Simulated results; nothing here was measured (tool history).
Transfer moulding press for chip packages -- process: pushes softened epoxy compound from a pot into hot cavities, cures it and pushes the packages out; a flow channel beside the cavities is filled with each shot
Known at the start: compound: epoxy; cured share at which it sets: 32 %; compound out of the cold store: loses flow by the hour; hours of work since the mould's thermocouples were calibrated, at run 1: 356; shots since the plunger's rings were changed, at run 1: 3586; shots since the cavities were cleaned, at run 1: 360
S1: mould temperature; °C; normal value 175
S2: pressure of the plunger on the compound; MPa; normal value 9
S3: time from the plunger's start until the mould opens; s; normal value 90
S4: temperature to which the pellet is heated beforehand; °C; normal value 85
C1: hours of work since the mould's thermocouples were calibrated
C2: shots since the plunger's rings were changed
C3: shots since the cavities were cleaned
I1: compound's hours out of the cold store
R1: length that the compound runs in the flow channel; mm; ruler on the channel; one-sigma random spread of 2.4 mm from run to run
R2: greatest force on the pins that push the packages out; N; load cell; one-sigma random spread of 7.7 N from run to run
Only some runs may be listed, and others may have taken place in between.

run 1 day=0 | S1=175 S2=9 S3=90 S4=85 | C1=356 C2=3586 C3=360 | I1=20.1 | R1=741 R2=383
-- day=0.825 plunger's sealing rings changed
run 2 day=1.196 | S1=175 S2=9 S3=90 S4=85 | C1=377 C2=153 C3=809 | I1=9.4 | R1=805 R2=485
-- day=1.567 cavities cleaned with cleaning compound and waxed
run 3 day=2.025 | S1=175 S2=9 S3=90 S4=85 | C1=391 C2=469 C3=189 | I1=39.5 | R1=699 R2=347
run 4 day=2.608 | S1=175 S2=9 S3=90 S4=85 | C1=402 C2=707 C3=427 | I1=29.7 | R1=724 R2=390
run 5 day=3.117 | S1=175 S2=9 S3=90 S4=85 | C1=412 C2=916 C3=636 | I1=30.2 | R1=725 R2=445
-- day=3.958 cavities cleaned with cleaning compound and waxed
run 6 day=4.262 | S1=175 S2=9 S3=90 S4=85 | C1=433 C2=1363 C3=126 | I1=34.5 | R1=703 R2=328
run 7 day=4.817 | S1=175 S2=9 S3=90 S4=85 | C1=443 C2=1590 C3=353 | I1=40.7 | R1=680 R2=372
run 8 day=5.921 | S1=175 S2=9 S3=90 S4=85 | C1=464 C2=2045 C3=808 | I1=20.3 | R1=749 R2=466
-- day=6.275 cavities cleaned with cleaning compound and waxed
run 9 day=6.925 | S1=175 S2=9 S3=90 S4=85 | C1=482 C2=2432 C3=268 | I1=13.3 | R1=772 R2=376
run 10 day=7.692 | S1=175 S2=9 S3=90 S4=85 | C1=497 C2=2748 C3=584 | I1=40.8 | R1=673 R2=409
run 11 day=8.283 | S1=175 S2=9 S3=90 S4=85 | C1=508 C2=2991 C3=827 | I1=35.8 | R1=685 R2=447
-- day=8.608 cavities cleaned with cleaning compound and waxed
run 12 day=9.033 | S1=175 S2=9 S3=90 S4=85 | C1=521 C2=3273 C3=175 | I1=12.4 | R1=774 R2=359
run 13 day=9.667 | S1=175 S2=9 S3=90 S4=85 | C1=533 C2=3534 C3=436 | I1=11.8 | R1=767 R2=408
-- day=10.708 plunger's sealing rings changed
run 14 day=10.917 | S1=175 S2=6.99 S3=90 S4=85 | C1=555 C2=87 C3=908 | I1=23.2 | R1=665 R2=487
-- day=11.088 cavities cleaned with cleaning compound and waxed
run 15 day=11.962 | S1=175 S2=6.99 S3=90 S4=85 | C1=574 C2=490 C3=360 | I1=34.6 | R1=625 R2=378
run 16 day=12.704 | S1=172 S2=9 S3=90 S4=85 | C1=588 C2=796 C3=666 | I1=20.4 | R1=764 R2=537
-- day=13.412 cavities cleaned with cleaning compound and waxed
run 17 day=13.6 | S1=175 S2=9 S3=90 S4=93 | C1=604 C2=1138 C3=77 | I1=12.6 | R1=786 R2=336
run 18 day=14.379 | S1=174 S2=9 S3=88 S4=94 | C1=619 C2=1457 C3=396 | I1=45.4 | R1=670 R2=399
run 19 day=15.233 | S1=175 S2=7.41 S3=90 S4=79 | C1=635 C2=1809 C3=748 | I1=23 | R1=674 R2=441
-- day=15.746 cavities cleaned with cleaning compound and waxed
run 20 day=16.242 | S1=175 S2=7.41 S3=90 S4=79 | C1=653 C2=2198 C3=203 | I1=10.1 | R1=713 R2=356
run 21 day=16.825 | S1=175 S2=7.41 S3=90 S4=79 | C1=664 C2=2438 C3=443 | I1=20.3 | R1=678 R2=419
run 22 day=17.838 | S1=175 S2=7.41 S3=90 S4=79 | C1=683 C2=2854 C3=859 | I1=43.1 | R1=601 R2=426
-- day=18.071 cavities cleaned with cleaning compound and waxed
run 23 day=18.529 | S1=175 S2=7.41 S3=90 S4=79 | C1=695 C2=3113 C3=188 | I1=35.9 | R1=623 R2=334
run 24 day=19.025 | S1=175 S2=7.41 S3=90 S4=79 | C1=705 C2=3317 C3=392 | I1=45.6 | R1=596 R2=368
run 25 day=19.538 | S1=175 S2=9 S3=123 S4=80 | C1=715 C2=3528 C3=603 | I1=10.3 | R1=774 R2=326
-- day=20.433 cavities cleaned with cleaning compound and waxed
-- day=20.596 plunger's sealing rings changed
run 26 day=20.646 | S1=168 S2=7.83 S3=108 S4=84 | C1=732 C2=21 C3=46 | I1=19 | R1=732 R2=338
-- day=21.462 mould's thermocouples calibrated
run 27 day=21.496 | S1=175 S2=8.33 S3=90 S4=85 | C1=1 C2=336 C3=361 | I1=21.6 | R1=730 R2=427

4 options for the next run, each taken on its own from the tool as it stands now. Forecast them:
run A day=22.117 | S1=175 S2=9 S3=90 S4=78 | C1=13 C2=591 C3=616 | I1=20.5 | R1=? R2=?
run B day=22.117 | S1=182 S2=10.28 S3=90 S4=84 | C1=13 C2=591 C3=616 | I1=33.1 | R1=? R2=?
run C day=22.117 | S1=169 S2=8.33 S3=90 S4=85 | C1=13 C2=591 C3=616 | I1=12.4 | R1=? R2=?
run D day=22.117 | S1=175 S2=9 S3=90 S4=83 | C1=13 C2=591 C3=616 | I1=22.8 | R1=? R2=?

run=A R1=758 R2=490
run=B R1=746 R2=339
run=C R1=780 R2=744
run=D R1=753 R2=458
The same runs, with their run-to-run variation unchanged, on a tool lacking any hidden condition would have given:
run=A R1=765 R2=337
run=B R1=754 R2=232
run=C R1=788 R2=511
run=D R1=760 R2=315
